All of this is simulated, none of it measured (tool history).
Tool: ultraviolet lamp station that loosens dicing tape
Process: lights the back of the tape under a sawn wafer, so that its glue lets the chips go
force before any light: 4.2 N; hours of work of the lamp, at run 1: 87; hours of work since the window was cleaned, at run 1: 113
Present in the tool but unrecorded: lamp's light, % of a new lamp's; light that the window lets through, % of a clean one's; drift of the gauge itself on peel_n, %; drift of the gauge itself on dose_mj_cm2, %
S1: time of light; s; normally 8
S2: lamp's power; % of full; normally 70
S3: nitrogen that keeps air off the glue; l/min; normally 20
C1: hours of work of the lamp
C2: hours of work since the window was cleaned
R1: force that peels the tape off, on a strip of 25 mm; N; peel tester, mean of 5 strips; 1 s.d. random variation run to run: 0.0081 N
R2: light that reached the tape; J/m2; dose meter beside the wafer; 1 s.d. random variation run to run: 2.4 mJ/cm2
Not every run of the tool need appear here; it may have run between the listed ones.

run,day,S1,S2,S3,C1,C2,R1,R2
1,0.000,8,70,20,87,113,0.349,2270
2,1.312,8,70,20,105,132,0.366,2210
3,2.658,8,70,20,124,151,0.370,2180
4,3.333,8,70,20,134,160,0.372,2180
5,3.967,8,70,20,143,169,0.372,2160
6,4.542,8,70,20,151,177,0.386,2130
7,5.121,13,70,20,159,185,0.272,3420
8,5.850,13,70,20,169,196,0.258,3370
9,7.246,8,65,20,189,215,0.440,1930
10,8.162,8,65,20,202,228,0.447,1890
11,8.729,8,65,20,210,236,0.464,1910
12,9.529,8,79,20,221,247,0.350,2260
13,10.517,8,70,20,235,261,0.424,1990
# day 10.967: window cleaned of glue's vapour
14,11.338,8,70,20,246,5,0.347,2290
15,11.925,8,70,20,254,14,0.345,2280
16,12.954,8,70,20,269,28,0.346,2230
17,14.129,8,70,20,285,45,0.355,2220
18,14.883,8,62,20,296,55,0.426,1920
19,16.054,8,62,20,312,72,0.429,1960
20,16.771,8,62,20,323,82,0.443,1910
21,17.658,7,62,20,335,94,0.517,1670
22,18.396,7,62,20,345,105,0.531,1680
23,19.300,7,62,20,358,117,0.534,1630
24,20.671,9,78,7,377,137,0.412,2570
25,21.708,8,85,8,392,151,0.403,2500
26,22.304,8,82,8,400,160,0.441,2390
27,23.608,7,82,8,419,178,0.536,2040
28,24.625,7,82,8,433,192,0.563,2020
29,25.371,7,82,8,444,203,0.534,2010
30,26.254,8,62,23,456,215,0.495,1730
31,27.500,15,76,11,474,233,0.268,3870
32,28.383,8,91,20,486,245,0.328,2460
33,29.188,8,91,20,497,257,0.340,2410
# day 29.912: window cleaned of glue's vapour
34,30.004,6,91,19,509,1,0.387,2070
35,31.038,6,91,19,523,16,0.403,2020
36,32.075,6,91,19,538,30,0.410,2000
37,33.475,6,91,19,558,50,0.426,1990
38,34.183,6,91,7,567,60,0.601,1970
39,35.158,6,91,7,581,74,0.595,1980
40,36.488,14,73,25,600,93,0.264,3620
41,37.596,14,81,20,616,108,0.256,3900

Here are 3 independent what-if runs from the current tool condition. What would each one return?
A,38.650,8,73,16,630,123,?,?
B,38.650,14,69,25,630,123,?,?
C,38.650,4,70,13,630,123,?,?

run,R1,R2
A,0.434,1980
B,0.269,3320
C,1.238,980
What these runs would have given with no unlogged condition in the tool:
run,R1,R2
A,0.320,2600
B,0.256,4350
C,0.888,1270

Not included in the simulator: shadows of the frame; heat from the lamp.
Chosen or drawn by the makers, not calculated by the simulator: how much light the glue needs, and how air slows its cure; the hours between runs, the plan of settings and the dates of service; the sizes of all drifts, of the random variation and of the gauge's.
